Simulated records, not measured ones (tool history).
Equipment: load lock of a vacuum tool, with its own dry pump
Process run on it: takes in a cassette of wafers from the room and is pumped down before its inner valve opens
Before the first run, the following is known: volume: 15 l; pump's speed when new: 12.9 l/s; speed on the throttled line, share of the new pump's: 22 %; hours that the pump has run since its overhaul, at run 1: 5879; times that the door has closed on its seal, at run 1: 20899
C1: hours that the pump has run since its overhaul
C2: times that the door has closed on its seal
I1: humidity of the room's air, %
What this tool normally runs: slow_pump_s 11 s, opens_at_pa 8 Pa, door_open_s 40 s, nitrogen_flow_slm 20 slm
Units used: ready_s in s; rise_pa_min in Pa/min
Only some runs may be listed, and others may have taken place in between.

Run 1, day 0.000: usual settings; C1 5879; C2 20899; I1 45.2. Result: ready_s 19.9 s, rise_pa_min 0.540 Pa/min.
Run 2, day 8.038: usual settings; C1 6072; C2 21494; I1 44.4. Result: ready_s 20.1 s, rise_pa_min 0.568 Pa/min.
Run 3, day 21.375: usual settings; C1 6392; C2 22480; I1 45.1. Result: ready_s 20.1 s, rise_pa_min 0.605 Pa/min.
Run 4, day 38.129: usual settings; C1 6794; C2 23718; I1 46.9. Result: ready_s 19.8 s, rise_pa_min 0.663 Pa/min.
Run 5, day 48.358: usual settings; C1 7040; C2 24475; I1 45.5. Result: ready_s 20.5 s, rise_pa_min 0.687 Pa/min.
Run 6, day 56.938: usual settings; C1 7246; C2 25109; I1 41.1. Result: ready_s 20.0 s, rise_pa_min 0.701 Pa/min.
At day 68.979: door's seal changed, seat wiped.
Run 7, day 70.667: usual settings; C1 7574; C2 125; I1 42.4. Result: ready_s 20.1 s, rise_pa_min 0.044 Pa/min.
Run 8, day 82.121: usual settings; C1 7849; C2 972; I1 47.1. Result: ready_s 20.1 s, rise_pa_min 0.054 Pa/min.
Run 9, day 93.508: usual settings; C1 8122; C2 1813; I1 44.7. Result: ready_s 20.2 s, rise_pa_min 0.070 Pa/min.
Run 10, day 107.042: usual settings; C1 8447; C2 2814; I1 41.8. Result: ready_s 20.1 s, rise_pa_min 0.077 Pa/min.
Run 11, day 120.262: usual settings; C1 8764; C2 3792; I1 47.7. Result: ready_s 20.2 s, rise_pa_min 0.088 Pa/min.
Run 12, day 130.146: usual settings; C1 9001; C2 4522; I1 42.6. Result: ready_s 20.4 s, rise_pa_min 0.099 Pa/min.
Run 13, day 140.817: usual settings but nitrogen_flow_slm 45 slm; C1 9257; C2 5311; I1 45.2. Result: ready_s 19.8 s, rise_pa_min 0.105 Pa/min.
Run 14, day 153.000: usual settings but nitrogen_flow_slm 45 slm; C1 9550; C2 6212; I1 44.9. Result: ready_s 20.0 s, rise_pa_min 0.117 Pa/min.
Run 15, day 164.350: usual settings but slow_pump_s 14 s, nitrogen_flow_slm 7 slm; C1 9822; C2 7051; I1 44.1. Result: ready_s 22.2 s, rise_pa_min 0.152 Pa/min.
Run 16, day 176.283: usual settings but door_open_s 129 s, nitrogen_flow_slm 6 slm; C1 10109; C2 7934; I1 40.4. Result: ready_s 20.3 s, rise_pa_min 0.212 Pa/min.
Run 17, day 184.000: usual settings but door_open_s 129 s, nitrogen_flow_slm 6 slm; C1 10294; C2 8504; I1 45.0. Result: ready_s 20.3 s, rise_pa_min 0.239 Pa/min.
Run 18, day 201.029: usual settings but opens_at_pa 14 Pa, door_open_s 129 s, nitrogen_flow_slm 6 slm; C1 10702; C2 9763; I1 46.9. Result: ready_s 19.6 s, rise_pa_min 0.262 Pa/min.
Run 19, day 217.046: usual settings but slow_pump_s 14 s, opens_at_pa 10 Pa, nitrogen_flow_slm 25 slm; C1 11087; C2 10947; I1 45.9. Result: ready_s 22.1 s, rise_pa_min 0.225 Pa/min.
Run 20, day 230.092: usual settings but slow_pump_s 20 s; C1 11400; C2 11912; I1 43.8. Result: ready_s 27.4 s, rise_pa_min 0.244 Pa/min.
Run 21, day 239.325: usual settings but door_open_s 98 s; C1 11622; C2 12594; I1 43.6. Result: ready_s 20.2 s, rise_pa_min 0.294 Pa/min.
Run 22, day 247.242: usual settings but slow_pump_s 10 s, opens_at_pa 13 Pa, door_open_s 98 s, nitrogen_flow_slm 8 slm; C1 11812; C2 13180; I1 47.2. Result: ready_s 18.3 s, rise_pa_min 0.321 Pa/min.
Run 23, day 257.962: usual settings but slow_pump_s 10 s, opens_at_pa 13 Pa, door_open_s 98 s, nitrogen_flow_slm 8 slm; C1 12069; C2 13972; I1 44.6. Result: ready_s 19.1 s, rise_pa_min 0.349 Pa/min.
Run 24, day 274.717: usual settings but slow_pump_s 10 s, opens_at_pa 9 Pa, door_open_s 127 s, nitrogen_flow_slm 8 slm; C1 12471; C2 15211; I1 42.2. Result: ready_s 19.3 s, rise_pa_min 0.403 Pa/min.

Branching from run 24: 5 alternative next runs. What would each branch give?
Run A, day 282.946: usual settings but opens_at_pa 12 Pa, door_open_s 180 s, nitrogen_flow_slm 22 slm; C1 12669; C2 15820; I1 38.8. Result: ready_s ?, rise_pa_min ?.
Run B, day 282.946: usual settings but slow_pump_s 10 s, opens_at_pa 7 Pa, door_open_s 127 s, nitrogen_flow_slm 8 slm; C1 12669; C2 15820; I1 43.6. Result: ready_s ?, rise_pa_min ?.
Run C, day 282.946: usual settings but opens_at_pa 9 Pa, door_open_s 149 s, nitrogen_flow_slm 38 slm; C1 12669; C2 15820; I1 46.5. Result: ready_s ?, rise_pa_min ?.
Run D, day 282.946: usual settings but slow_pump_s 7 s; C1 12669; C2 15820; I1 46.5. Result: ready_s ?, rise_pa_min ?.
Run E, day 282.946: usual settings but opens_at_pa 14 Pa, door_open_s 132 s, nitrogen_flow_slm 24 slm; C1 12669; C2 15820; I1 46.5. Result: ready_s ?, rise_pa_min ?.

run  ready_s  rise_pa_min
  A     20.0        0.398
  B     20.0        0.409
  C     20.4        0.397
  D     17.7        0.363
  E     19.9        0.407
Take away the tool's hidden state, keep each run's random variation, and the runs would have read:
run  ready_s  rise_pa_min
  A     19.3        0.084
  B     19.1        0.095
  C     19.6        0.076
  D     16.8        0.041
  E     19.2        0.087
